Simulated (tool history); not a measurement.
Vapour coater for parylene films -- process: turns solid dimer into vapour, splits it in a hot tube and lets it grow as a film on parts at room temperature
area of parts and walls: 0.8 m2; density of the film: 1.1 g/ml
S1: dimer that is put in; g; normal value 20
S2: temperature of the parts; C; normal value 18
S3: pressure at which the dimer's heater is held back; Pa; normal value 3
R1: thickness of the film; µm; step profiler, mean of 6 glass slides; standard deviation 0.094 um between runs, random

run	hour	S1	S2	S3	R1
1	0	20	18	3	11.8
2	17	20	18	3	11.64
3	34.4	20	18	3	11.84
4	47.3	20	12	3	13.07
5	74.2	20	12	3	13.07
6	89.5	20	12	3	13.1
7	102	20	12	3	13.26
8	129.2	20	12	3	13.41
9	143.3	20	17	3	11.94
10	163.2	27	12	11.04	15.13
11	181.9	27	12	6.06	16.42
12	201.7	9	18	7.43	4.82
13	224.2	9	18	7.43	4.81

Below are 4 alternative next runs, each starting from the tool's condition after run 13. Predict each:
A	248.8	9	18	7.15	?
B	248.8	11	24	3.09	?
C	248.8	17	16	2.36	?
D	248.8	26	10	3	?

run	R1
A	4.82
B	5.79
C	10.65
D	17.52
Take away the tool's hidden state, keep each run's random variation, and the runs would have read:
run	R1
A	4.84
B	5.81
C	10.69
D	17.6
